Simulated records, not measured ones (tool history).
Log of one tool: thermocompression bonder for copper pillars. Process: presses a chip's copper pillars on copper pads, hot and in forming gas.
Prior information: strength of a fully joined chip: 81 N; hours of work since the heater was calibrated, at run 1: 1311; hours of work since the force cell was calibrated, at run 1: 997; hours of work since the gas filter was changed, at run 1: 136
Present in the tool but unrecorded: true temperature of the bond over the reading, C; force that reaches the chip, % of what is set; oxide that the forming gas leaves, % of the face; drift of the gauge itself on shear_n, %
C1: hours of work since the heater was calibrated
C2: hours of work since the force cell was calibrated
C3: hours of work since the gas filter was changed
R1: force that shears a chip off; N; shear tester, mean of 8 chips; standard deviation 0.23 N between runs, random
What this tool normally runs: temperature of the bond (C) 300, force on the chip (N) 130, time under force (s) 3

Run 1, hour 0: usual settings; C1 1311; C2 997; C3 136. Result: R1 56.8 N.
At hour 64.6: heater calibrated with a thermocouple chip.
At hour 86: forming gas filter changed.
Run 2, hour 103.9: usual settings; C1 19; C2 1046; C3 9. Result: R1 59.8 N.
Run 3, hour 176: usual settings; C1 54; C2 1082; C3 44. Result: R1 59.5 N.
Run 4, hour 246.2: usual settings but force on the chip (N) 116; C1 89; C2 1116; C3 79. Result: R1 55.3 N.
Run 5, hour 314.1: usual settings but force on the chip (N) 116; C1 122; C2 1150; C3 112. Result: R1 54.7 N.
Run 6, hour 393.9: usual settings but force on the chip (N) 116; C1 162; C2 1189; C3 151. Result: R1 53.8 N.
At hour 418.5: heater calibrated with a thermocouple chip, once more.
At hour 454.4: forming gas filter changed.
Run 7, hour 469.8: usual settings; C1 25; C2 1225; C3 8. Result: R1 54.3 N.
Run 8, hour 564.4: usual settings; C1 71; C2 1272; C3 54. Result: R1 53.7 N.
Run 9, hour 651: usual settings; C1 114; C2 1314; C3 97. Result: R1 53.1 N.
Run 10, hour 693.3: usual settings; C1 135; C2 1335; C3 117. Result: R1 52.7 N.
Run 11, hour 765.1: usual settings; C1 170; C2 1370; C3 153. Result: R1 52.2 N.
At hour 814.3: forming gas filter changed.
Run 12, hour 814.3: usual settings; C1 194; C2 1394; C3 0. Result: R1 54.6 N.
Run 13, hour 911.9: usual settings; C1 242; C2 1442; C3 48. Result: R1 53.8 N.
Run 14, hour 993.8: usual settings; C1 282; C2 1482; C3 88. Result: R1 53.3 N.
Run 15, hour 1046.5: usual settings; C1 308; C2 1508; C3 114. Result: R1 53.1 N.
Run 16, hour 1146: usual settings but temperature of the bond (C) 272, force on the chip (N) 154, time under force (s) 2; C1 357; C2 1557; C3 163. Result: R1 40.7 N.
At hour 1179.2: forming gas filter changed.
Run 17, hour 1206.9: usual settings but temperature of the bond (C) 272, force on the chip (N) 154, time under force (s) 2; C1 387; C2 1587; C3 14. Result: R1 43.1 N.
Run 18, hour 1284.8: usual settings but temperature of the bond (C) 271, force on the chip (N) 154, time under force (s) 4; C1 425; C2 1625; C3 52. Result: R1 51.9 N.
At hour 1309.7: force cell calibrated.
Run 19, hour 1382.9: usual settings but temperature of the bond (C) 276, force on the chip (N) 93, time under force (s) 4; C1 473; C2 36; C3 99. Result: R1 40.3 N.
Run 20, hour 1427.4: usual settings but temperature of the bond (C) 330, force on the chip (N) 112; C1 494; C2 58; C3 121. Result: R1 61.7 N.
Run 21, hour 1516.5: usual settings but temperature of the bond (C) 303, force on the chip (N) 148, time under force (s) 4; C1 538; C2 102; C3 165. Result: R1 63 N.
At hour 1543.6: forming gas filter changed.
Run 22, hour 1568.4: usual settings but force on the chip (N) 142, time under force (s) 2; C1 564; C2 127; C3 12. Result: R1 54.6 N.
Run 23, hour 1618.7: usual settings but force on the chip (N) 188; C1 588; C2 152; C3 37. Result: R1 67.6 N.
Run 24, hour 1699.6: usual settings but force on the chip (N) 188; C1 628; C2 191; C3 77. Result: R1 67.5 N.
Run 25, hour 1759.4: usual settings but temperature of the bond (C) 282, force on the chip (N) 92, time under force (s) 8; C1 657; C2 221; C3 106. Result: R1 52.2 N.
Run 26, hour 1831.1: usual settings but temperature of the bond (C) 328, force on the chip (N) 92, time under force (s) 2; C1 693; C2 256; C3 141. Result: R1 48.5 N.
Run 27, hour 1884: usual settings but temperature of the bond (C) 281, force on the chip (N) 110, time under force (s) 2; C1 719; C2 282; C3 167. Result: R1 37.2 N.
At hour 1908.9: forming gas filter changed.
Run 28, hour 1961.6: usual settings but temperature of the bond (C) 286, force on the chip (N) 147; C1 757; C2 320; C3 26. Result: R1 56.1 N.
Run 29, hour 2027.7: usual settings but force on the chip (N) 137; C1 789; C2 352; C3 58. Result: R1 58.8 N.

Describe how what the log doesn't record of the tool's condition differs between the last listed run preceding each entry between runs and the first listed run following it.
Runs 1 to 2: heater calibrated with a thermocouple chip (hour 64.6); forming gas filter changed (hour 86)
  true temperature of the bond over the reading, C: 9.2 -> 14.7; force that reaches the chip, % of what is set: 94.8 -> 94.6; oxide that the forming gas leaves, % of the face: 4.28 -> 0.89
  difference, measured minus the result without the unlogged condition, R1: -0.5 -> +3.4 N
Runs 6 to 7: heater calibrated with a thermocouple chip, once more (hour 418.5); forming gas filter changed (hour 454.4)
  true temperature of the bond over the reading, C: 15.8 -> 0; force that reaches the chip, % of what is set: 94 -> 93.8; oxide that the forming gas leaves, % of the face: 5.2 -> 0.86
  difference, measured minus the result without the unlogged condition, R1: +1.2 -> -2.3 N
Runs 11 to 12: forming gas filter changed (hour 814.3)
  true temperature of the bond over the reading, C: 1 -> 1.2; force that reaches the chip, % of what is set: 93.1 -> 93; oxide that the forming gas leaves, % of the face: 5.32 -> 0.57
  difference, measured minus the result without the unlogged condition, R1: -4.6 -> -2 N
Runs 16 to 17: forming gas filter changed (hour 1179.2)
  true temperature of the bond over the reading, C: 2.4 -> 2.6; force that reaches the chip, % of what is set: 92.3 -> 92.1; oxide that the forming gas leaves, % of the face: 5.78 -> 0.91
  difference, measured minus the result without the unlogged condition, R1: -3.9 -> -1.8 N
Runs 18 to 19: force cell calibrated (hour 1309.7)
  true temperature of the bond over the reading, C: 2.9 -> 3.2; force that reaches the chip, % of what is set: 92 -> 99.8; oxide that the forming gas leaves, % of the face: 2.18 -> 3.66
  difference, measured minus the result without the unlogged condition, R1: -2.5 -> -0.1 N
Runs 21 to 22: forming gas filter changed (hour 1543.6)
  true temperature of the bond over the reading, C: 3.7 -> 3.9; force that reaches the chip, % of what is set: 99.5 -> 99.4; oxide that the forming gas leaves, % of the face: 5.86 -> 1.01
  difference, measured minus the result without the unlogged condition, R1: -2.6 -> +1.1 N
Runs 27 to 28: forming gas filter changed (hour 1908.9)
  true temperature of the bond over the reading, C: 5 -> 5.2; force that reaches the chip, % of what is set: 98.7 -> 98.5; oxide that the forming gas leaves, % of the face: 6.14 -> 1.39
  difference, measured minus the result without the unlogged condition, R1: -0.7 -> +1.1 N
